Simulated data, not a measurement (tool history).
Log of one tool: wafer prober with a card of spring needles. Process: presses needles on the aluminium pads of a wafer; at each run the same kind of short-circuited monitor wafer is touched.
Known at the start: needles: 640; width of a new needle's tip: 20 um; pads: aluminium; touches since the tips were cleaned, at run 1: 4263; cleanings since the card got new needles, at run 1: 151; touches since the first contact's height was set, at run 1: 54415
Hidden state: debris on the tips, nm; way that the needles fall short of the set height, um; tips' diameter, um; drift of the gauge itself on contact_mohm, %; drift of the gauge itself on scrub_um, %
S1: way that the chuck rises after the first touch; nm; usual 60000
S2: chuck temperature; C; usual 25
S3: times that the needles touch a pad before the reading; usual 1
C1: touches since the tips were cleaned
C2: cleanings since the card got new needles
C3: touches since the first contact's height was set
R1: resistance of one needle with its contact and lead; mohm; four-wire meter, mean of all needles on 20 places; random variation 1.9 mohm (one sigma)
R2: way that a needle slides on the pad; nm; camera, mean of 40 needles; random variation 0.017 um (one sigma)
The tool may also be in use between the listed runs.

run,day,S1,S2,S3,C1,C2,C3,R1,R2
1,0.000,60000,25,1,4263,151,54415,534,16480
# day 0.183: tips cleaned on abrasive film
# day 1.083: tips cleaned on abrasive film
# day 1.983: tips cleaned on abrasive film
2,2.262,46000,25,1,1721,154,68130,594,12550
# day 2.804: tips cleaned on abrasive film
# day 3.525: tips cleaned on abrasive film
# day 4.388: tips cleaned on abrasive film
3,4.404,50000,25,1,92,157,81081,288,13610
# day 5.246: tips cleaned on abrasive film
# day 6.092: tips cleaned on abrasive film
# day 6.254: height of the first contact set anew
# day 6.954: tips cleaned on abrasive film
4,6.992,50000,25,1,223,160,4471,323,13830
# day 7.688: tips cleaned on abrasive film
# day 8.588: tips cleaned on abrasive film
# day 9.479: tips cleaned on abrasive film
5,9.825,50000,25,1,2109,163,21661,526,13820
# day 10.296: tips cleaned on abrasive film
# day 11.154: tips cleaned on abrasive film
6,11.533,60000,25,1,2298,165,32005,471,16530
# day 12.042: tips cleaned on abrasive film
# day 12.904: tips cleaned on abrasive film
# day 13.804: tips cleaned on abrasive film
7,14.062,60000,25,1,1570,168,47328,405,16510
# day 14.600: tips cleaned on abrasive film
# day 15.467: tips cleaned on abrasive film
# day 16.367: tips cleaned on abrasive film
8,16.921,60000,25,1,3378,171,64658,543,16440
# day 17.104: tips cleaned on abrasive film
# day 17.975: tips cleaned on abrasive film
# day 18.875: tips cleaned on abrasive film
# day 19.762: tips cleaned on abrasive film
9,19.883,60000,25,1,734,175,82609,344,16380
# day 20.583: tips cleaned on abrasive film
# day 21.483: tips cleaned on abrasive film
# day 21.496: height of the first contact set anew
# day 22.371: tips cleaned on abrasive film
# day 23.167: tips cleaned on abrasive film
10,23.167,60000,25,1,0,179,10121,247,16600
# day 24.038: tips cleaned on abrasive film
# day 24.908: tips cleaned on abrasive film
# day 25.800: tips cleaned on abrasive film
11,26.175,60000,25,1,2281,182,28359,464,16520
# day 26.683: tips cleaned on abrasive film
# day 27.562: tips cleaned on abrasive film
12,27.867,60000,25,1,1845,184,38616,451,16490
# day 28.408: tips cleaned on abrasive film
# day 29.221: tips cleaned on abrasive film
# day 30.092: tips cleaned on abrasive film
13,30.321,60000,25,1,1398,187,53500,424,16480
# day 30.833: tips cleaned on abrasive film
# day 31.550: tips cleaned on abrasive film
14,31.938,60000,25,1,2341,189,63280,479,16430
# day 32.300: tips cleaned on abrasive film
# day 33.021: tips cleaned on abrasive film
15,33.608,72000,52,1,3597,191,73419,434,19750
# day 33.792: tips cleaned on abrasive film
# day 34.625: tips cleaned on abrasive film
16,35.071,70000,53,1,2718,193,82272,425,19150
# day 35.396: tips cleaned on abrasive film
# day 36.254: tips cleaned on abrasive film
# day 36.771: height of the first contact set anew
# day 37.112: tips cleaned on abrasive film
17,37.267,44000,45,2,942,196,2999,380,12190
# day 37.988: tips cleaned on abrasive film
# day 38.888: tips cleaned on abrasive film
# day 39.696: tips cleaned on abrasive film
18,39.696,44000,45,2,0,199,17714,250,12120
# day 40.488: tips cleaned on abrasive film
# day 41.371: tips cleaned on abrasive film
19,42.054,63000,48,1,4141,201,32010,521,17370
# day 42.238: tips cleaned on abrasive film
# day 43.121: tips cleaned on abrasive film
# day 44.012: tips cleaned on abrasive film
# day 44.829: tips cleaned on abrasive film
20,45.146,63000,110,1,1933,205,50757,425,17280
# day 45.688: tips cleaned on abrasive film
# day 46.554: tips cleaned on abrasive film
# day 47.417: tips cleaned on abrasive film
21,47.667,68000,110,1,1515,208,66010,382,18640
# day 48.204: tips cleaned on abrasive film
# day 49.046: tips cleaned on abrasive film
22,49.596,79000,30,1,3341,210,77709,407,21620
# day 49.779: tips cleaned on abrasive film
# day 50.496: tips cleaned on abrasive film
# day 51.338: tips cleaned on abrasive film
# day 52.017: height of the first contact set anew
# day 52.200: tips cleaned on abrasive film
23,52.229,61000,35,1,162,214,1251,268,16870
# day 53.042: tips cleaned on abrasive film
# day 53.917: tips cleaned on abrasive film
# day 54.646: tips cleaned on abrasive film
24,54.646,60000,65,3,0,217,15891,228,16570
# day 55.542: tips cleaned on abrasive film
# day 56.400: tips cleaned on abrasive film
# day 57.279: tips cleaned on abrasive film
25,57.529,60000,65,3,1514,220,33380,290,16520
# day 58.021: tips cleaned on abrasive film
# day 58.867: tips cleaned on abrasive film
# day 59.746: tips cleaned on abrasive film
26,60.133,74000,28,2,2356,223,49160,320,20340
# day 60.496: tips cleaned on abrasive film
# day 61.362: tips cleaned on abrasive film
# day 62.258: tips cleaned on abrasive film
27,62.583,41000,43,2,1975,226,64005,573,11150
# day 63.112: tips cleaned on abrasive film
# day 63.983: tips cleaned on abrasive film
28,64.212,60000,34,1,1381,228,73872,428,16400

Some steps in R1 between neighbouring runs. How much of each would the tool show without its hidden state too (settings, what came in, random variation), and how much is left for the hidden state, with any gauge scatter that isn't in both results?
Run 2 -> 3: S1 46000 -> 50000, tips cleaned on abrasive film, tips cleaned on abrasive film, tips cleaned on abrasive film. R1 -306 mohm: hidden state -305, all else -1.
Run 18 -> 19: S1 44000 -> 63000, S2 45 -> 48, S3 2 -> 1, tips cleaned on abrasive film, tips cleaned on abrasive film. R1 +271 mohm: hidden state +281, all else -10.
